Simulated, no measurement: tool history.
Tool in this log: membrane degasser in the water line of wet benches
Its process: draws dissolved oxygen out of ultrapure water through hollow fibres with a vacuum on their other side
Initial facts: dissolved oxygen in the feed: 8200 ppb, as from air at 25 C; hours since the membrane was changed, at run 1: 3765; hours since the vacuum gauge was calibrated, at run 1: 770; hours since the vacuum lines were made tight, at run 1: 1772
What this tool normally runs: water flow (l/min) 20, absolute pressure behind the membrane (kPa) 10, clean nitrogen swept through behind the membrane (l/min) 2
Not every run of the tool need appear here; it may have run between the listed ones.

run	day	water flow (l/min)	absolute pressure behind the membrane (kPa)	clean nitrogen swept through behind the membrane (l/min)	hours since the membrane was changed	hours since the vacuum gauge was calibrated	hours since the vacuum lines were made tight	dissolved oxygen in the water behind the degasser (ppb)	pressure that the water loses in the fibres (kPa)
1	0	20	10	2	3765	770	1772	161.1	40.11
2	5.467	20	10	0.82	3897	901	1904	354.2	40.05
3	10.354	20	10	0.82	4014	1019	2021	356.4	40.08
4	14.85	20	10	2	4122	1127	2129	162.7	39.93
5	18.417	20	10	3.51	4207	1212	2214	97	40.26
6	21.783	16	10	3.51	4288	1293	2295	77.7	32.15
7	26.258	16	10	3.66	4396	1400	2403	74.5	32.05
8	30.608	20	10	2	4500	1505	2507	161.6	40.55
9	33.942	20	10	2	4580	1585	2587	161.7	40.48
10	37.4	20	10	2	4663	1668	2670	164.2	40.51
11	40.258	20	10	2	4732	1736	2739	164.1	40.33
12	45.821	20	10	1.79	4865	1870	2872	182.4	40.66
13	50.888	20	10	1.79	4987	1991	2994	181.4	40.4
14	53.929	15	10	1.79	5060	2064	3067	138.7	30.29
15	56.212	20	13.6	2	5114	2119	3122	244.5	40.22
16	59.442	20	10	1.51	5192	2197	3199	213.7	40.64
17	62.804	20	10	1.51	5273	2277	3280	214	40.48
18	65.962	21	6.5	2.35	5348	2353	3356	76.8	42.5
19	68.933	20	23.5	2	5420	2425	3427	466.1	40.38
20	73.475	20	23.5	2	5529	2534	3536	463	40.11
21	78.446	20	23.5	2	5648	2653	3655	464.1	40.68
# day 78.971: vacuum gauge calibrated
22	83.508	20	23.5	2	5769	109	3776	468.4	40.49
# day 87.85: vacuum gauge calibrated, once more
23	88.133	14	10	0.91	5880	7	3887	238.4	28.17
24	90.65	12	10	0.91	5940	67	3947	208.1	24.09
25	95.862	15	10	1.31	6065	192	4072	182	30.17

Run 26 is up next; what results do you expect?
26	100.883	16	10	4.61	6186	313	4193	?	?

dissolved oxygen in the water behind the degasser (ppb): 59.5
pressure that the water loses in the fibres (kPa): 32.27
Had the tool carried no hidden state, the very same run would have given dissolved oxygen in the water behind the degasser (ppb) 58.2, pressure that the water loses in the fibres (kPa) 31.13.
